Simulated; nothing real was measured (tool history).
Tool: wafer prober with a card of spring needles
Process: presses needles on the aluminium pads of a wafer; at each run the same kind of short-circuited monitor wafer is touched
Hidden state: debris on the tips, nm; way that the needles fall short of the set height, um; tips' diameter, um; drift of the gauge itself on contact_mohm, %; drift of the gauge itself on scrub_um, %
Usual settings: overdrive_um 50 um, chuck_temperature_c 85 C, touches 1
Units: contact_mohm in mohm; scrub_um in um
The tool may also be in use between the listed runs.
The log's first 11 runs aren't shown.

run,day,overdrive_um,chuck_temperature_c,touches,touches since the tips were cleaned,cleanings since the card got new needles,touches since the first contact's height was set,contact_mohm,scrub_um
# day 8.917: tips cleaned on abrasive film
12,9.396,50,85,1,4378,50,33462,289,12.03
# day 9.567: tips cleaned on abrasive film
13,9.883,50,85,1,2897,51,37915,256,11.99
# day 10.183: tips cleaned on abrasive film
14,10.492,50,57,1,2842,52,43501,259,11.97
# day 10.825: tips cleaned on abrasive film
15,11.142,50,57,1,2936,53,49453,265,11.96
# day 11.462: tips cleaned on abrasive film
16,11.742,50,57,1,2538,54,54919,253,11.93
# day 12.112: tips cleaned on abrasive film
17,12.358,50,85,2,2268,55,60573,205,11.93
# day 12.738: tips cleaned on abrasive film
18,13.054,50,85,2,2912,56,66965,214,11.90
# day 13.375: tips cleaned on abrasive film
19,13.529,63,45,2,1388,57,71275,161,15.06
# day 14.004: tips cleaned on abrasive film
20,14.450,61,45,1,4107,58,79744,241,14.54
# day 14.667: tips cleaned on abrasive film
# day 15.329: tips cleaned on abrasive film
# day 15.425: height of the first contact set anew
21,15.512,41,116,1,1588,60,819,263,9.90
# day 15.958: tips cleaned on abrasive film
22,16.317,41,116,1,3328,61,8206,331,9.89
# day 16.625: tips cleaned on abrasive film
# day 17.246: tips cleaned on abrasive film
23,17.246,41,116,1,0,63,16654,168,9.84
# day 17.883: tips cleaned on abrasive film
24,18.112,41,116,1,2137,64,24629,298,9.83
# day 18.542: tips cleaned on abrasive film
25,18.946,41,116,1,3740,65,32275,364,9.80
# day 19.146: tips cleaned on abrasive film
26,19.654,56,28,1,4697,66,38751,273,13.43
# day 19.783: tips cleaned on abrasive film
27,20.188,35,35,2,3738,67,43616,329,8.35
# day 20.462: tips cleaned on abrasive film
# day 21.058: tips cleaned on abrasive film
28,21.058,50,45,2,0,69,51562,144,11.91
# day 21.692: tips cleaned on abrasive film
29,22.146,50,45,2,4194,70,61552,240,11.91
# day 22.317: tips cleaned on abrasive film
# day 22.971: tips cleaned on abrasive film
30,22.971,50,45,2,0,72,69088,139,11.88
# day 23.588: tips cleaned on abrasive film
31,23.688,50,45,2,923,73,75630,175,11.84

Forecast each of these 5 alternatives for the next run:
# day 24.221: tips cleaned on abrasive film
A,24.262,50,114,1,360,74,80885,?,?
# day 24.221: tips cleaned on abrasive film
B,24.262,50,88,2,360,74,80885,?,?
# day 24.221: tips cleaned on abrasive film
C,24.262,35,119,1,360,74,80885,?,?
# day 24.221: tips cleaned on abrasive film
D,24.262,42,85,1,360,74,80885,?,?
# day 24.221: tips cleaned on abrasive film
E,24.262,50,58,1,360,74,80885,?,?

run,contact_mohm,scrub_um
A,173,11.83
B,161,11.83
C,214,8.21
D,190,9.88
E,172,11.79
Without the tool's hidden state the same runs would have given:
run,contact_mohm,scrub_um
A,140,12.09
B,139,12.08
C,150,8.47
D,141,10.14
E,135,12.05
